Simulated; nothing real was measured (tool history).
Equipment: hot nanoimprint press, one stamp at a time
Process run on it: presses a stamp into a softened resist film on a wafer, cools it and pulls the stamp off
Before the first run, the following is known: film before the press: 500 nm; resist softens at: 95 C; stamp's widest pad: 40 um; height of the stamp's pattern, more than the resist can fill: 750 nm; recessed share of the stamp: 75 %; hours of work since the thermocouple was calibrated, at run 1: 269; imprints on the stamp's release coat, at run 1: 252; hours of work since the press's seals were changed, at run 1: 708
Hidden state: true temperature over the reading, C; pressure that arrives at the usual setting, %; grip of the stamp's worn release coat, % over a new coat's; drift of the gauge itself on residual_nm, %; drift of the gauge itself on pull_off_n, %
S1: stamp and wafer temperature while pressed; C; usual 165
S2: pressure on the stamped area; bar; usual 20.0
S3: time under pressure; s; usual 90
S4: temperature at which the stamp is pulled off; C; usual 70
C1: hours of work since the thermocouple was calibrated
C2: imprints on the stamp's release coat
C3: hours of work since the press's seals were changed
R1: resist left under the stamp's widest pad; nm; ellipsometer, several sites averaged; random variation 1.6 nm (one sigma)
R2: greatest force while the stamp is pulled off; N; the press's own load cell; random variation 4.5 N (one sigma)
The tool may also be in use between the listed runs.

run,hour,S1,S2,S3,S4,C1,C2,C3,R1,R2
1,0.0,165,20.0,90,70,269,252,708,290.3,220
# hour 48.1: plate thermocouple calibrated
2,59.0,165,20.0,90,70,7,414,744,285.0,220
3,120.5,165,20.0,57,70,45,591,782,326.1,212
4,200.3,165,20.0,90,70,95,821,832,282.1,228
# hour 259.0: press's hydraulic seals changed and the load cell set to zero
5,259.0,165,20.0,90,70,127,967,0,275.1,237
6,315.1,165,20.0,90,70,162,1129,35,274.0,234
7,362.6,165,20.0,87,70,192,1266,65,275.1,231
8,411.6,165,20.0,90,70,223,1407,96,272.0,236
9,488.4,165,20.0,90,70,271,1628,144,267.9,239
# hour 534.3: plate thermocouple calibrated
10,560.2,165,20.0,90,70,16,1827,187,296.2,260
# hour 580.0: plate thermocouple calibrated, once more
11,646.6,165,20.0,90,70,42,2067,239,296.0,264
# hour 703.9: stamp cleaned and given a new release coat
12,703.9,165,20.0,167,70,74,0,271,238.8,221
13,770.7,165,26.5,90,70,116,193,313,259.7,224
14,835.0,165,26.5,90,70,156,378,353,259.5,224
15,909.4,165,26.5,90,70,203,592,400,257.4,229
16,968.2,172,28.2,90,70,239,762,437,185.7,237
17,1045.8,172,28.2,90,70,288,986,485,185.3,226
# hour 1062.6: plate thermocouple calibrated
18,1108.3,172,28.2,90,70,29,1157,522,197.1,247
19,1188.1,165,25.4,59,70,79,1387,572,308.8,261
20,1270.5,175,27.7,76,69,130,1624,624,186.5,269
21,1317.9,165,27.1,141,58,160,1761,654,222.8,336
22,1365.9,165,27.1,141,58,190,1899,684,220.8,337
23,1435.2,168,27.1,87,58,233,2099,727,234.4,342
# hour 1486.9: stamp cleaned and given a new release coat
24,1498.7,168,27.1,87,58,269,34,763,233.0,282
# hour 1546.0: plate thermocouple calibrated
25,1579.3,168,27.1,87,58,21,258,812,242.6,305
26,1656.3,165,20.2,83,61,69,479,860,304.0,285
# hour 1670.0: press's hydraulic seals changed and the load cell set to zero
27,1760.5,161,24.7,68,75,129,757,57,334.2,208
28,1809.3,177,24.7,51,68,160,898,87,205.0,251
29,1880.2,165,21.7,90,62,204,1102,132,280.4,296
30,1937.9,165,21.7,90,62,240,1268,168,277.7,294

Below are 4 alternative next runs, each starting from the tool's condition after run 30. Predict each:
A,1981.9,165,21.7,96,62,268,1395,195,?,?
B,1981.9,165,20.0,136,70,268,1395,195,?,?
C,1981.9,171,18.3,90,62,268,1395,195,?,?
D,1981.9,165,21.6,48,57,268,1395,195,?,?

run,R1,R2
A,271.4,296
B,249.8,249
C,240.1,298
D,334.9,333
Take away the tool's hidden state, keep each run's random variation, and the runs would have read:
run,R1,R2
A,281.0,263
B,259.4,223
C,248.9,265
D,344.3,295

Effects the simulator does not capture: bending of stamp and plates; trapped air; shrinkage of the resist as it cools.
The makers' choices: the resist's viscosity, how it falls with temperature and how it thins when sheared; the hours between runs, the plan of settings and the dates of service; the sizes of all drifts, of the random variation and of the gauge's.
